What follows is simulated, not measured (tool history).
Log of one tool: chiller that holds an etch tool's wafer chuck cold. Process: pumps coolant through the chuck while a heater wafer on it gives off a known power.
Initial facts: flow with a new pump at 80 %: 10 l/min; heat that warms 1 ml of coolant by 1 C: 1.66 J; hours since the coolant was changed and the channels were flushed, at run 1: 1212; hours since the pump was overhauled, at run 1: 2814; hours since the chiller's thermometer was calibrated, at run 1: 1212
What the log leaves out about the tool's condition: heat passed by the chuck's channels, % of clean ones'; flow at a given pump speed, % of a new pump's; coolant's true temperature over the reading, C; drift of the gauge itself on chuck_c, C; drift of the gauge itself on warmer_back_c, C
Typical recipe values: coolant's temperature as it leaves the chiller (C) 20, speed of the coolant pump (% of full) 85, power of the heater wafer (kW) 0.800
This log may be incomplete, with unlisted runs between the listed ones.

run,hour,coolant's temperature as it leaves the chiller (C),speed of the coolant pump (% of full),power of the heater wafer (kW),hours since the coolant was changed and the channels were flushed,hours since the pump was overhauled,hours since the chiller's thermometer was calibrated,chuck's temperature once it has settled (C),how much warmer the coolant comes back (C)
1,0.0,20,85,0.800,1212,2814,1212,26.23,2.84
2,63.8,20,79,0.800,1275,2878,1275,26.65,3.05
3,149.0,20,79,0.800,1361,2963,1361,26.54,3.12
4,220.0,20,79,0.800,1432,3034,1432,26.90,3.05
5,280.3,20,79,0.800,1492,3094,1492,26.73,3.05
6,367.1,20,85,0.800,1579,3181,1579,26.37,2.82
7,439.9,20,85,0.800,1652,3254,1652,26.36,2.85
8,490.3,20,85,0.800,1702,3304,1702,26.21,2.85
9,529.8,20,85,0.800,1741,3344,1741,26.47,2.91
10,585.4,20,85,0.800,1797,3399,1797,26.45,2.88
11,653.9,20,85,0.800,1866,3468,1866,26.37,2.93
12,695.9,20,85,0.800,1907,3510,1907,26.51,2.93
13,752.2,20,85,0.800,1964,3566,1964,26.53,2.90
14,802.7,20,85,0.800,2014,3617,2014,26.44,2.88
15,863.2,20,85,0.800,2075,3677,2075,26.58,2.85
16,909.3,20,91,0.800,2121,3723,2121,25.89,2.66
# hour 921.0: coolant pump overhauled
17,977.8,21,95,1.096,2184,57,2184,29.43,3.61
18,1029.3,13,92,1.095,2236,108,2236,21.53,3.72
19,1067.0,11,84,0.440,2274,146,2274,14.53,1.71
20,1121.0,11,85,0.731,2328,200,2328,17.42,2.73
21,1199.2,21,85,0.699,2406,278,2406,26.94,2.62
22,1254.6,22,95,0.519,2461,334,2461,25.88,1.74
23,1321.6,20,85,1.153,2528,401,2528,29.93,4.37
# hour 1354.8: coolant pump overhauled, once more
24,1408.2,21,75,0.446,2610,53,2610,24.61,1.72
25,1481.4,21,75,0.446,2683,127,2683,24.63,1.75
26,1520.7,14,75,0.588,2722,166,2722,19.16,2.29
27,1592.5,14,83,0.588,2794,238,2794,18.63,2.03
28,1671.6,14,68,1.125,2873,317,2873,25.18,4.91
29,1730.1,14,68,1.125,2932,375,2932,25.04,4.91
30,1780.3,20,85,0.404,2982,426,2982,22.97,1.35

3 options for the next run, each taken on its own from the tool as it stands now. Forecast them:
A,1828.2,27,85,0.404,3030,473,3030,?,?
B,1828.2,16,64,0.543,3030,473,3030,?,?
C,1828.2,20,85,1.060,3030,473,3030,?,?

run,chuck's temperature once it has settled (C),how much warmer the coolant comes back (C)
A,29.88,1.38
B,21.48,2.55
C,28.50,3.55
Had the tool no hidden state, the same runs would have come out as:
run,chuck's temperature once it has settled (C),how much warmer the coolant comes back (C)
A,29.95,1.37
B,21.26,2.53
C,27.93,3.52
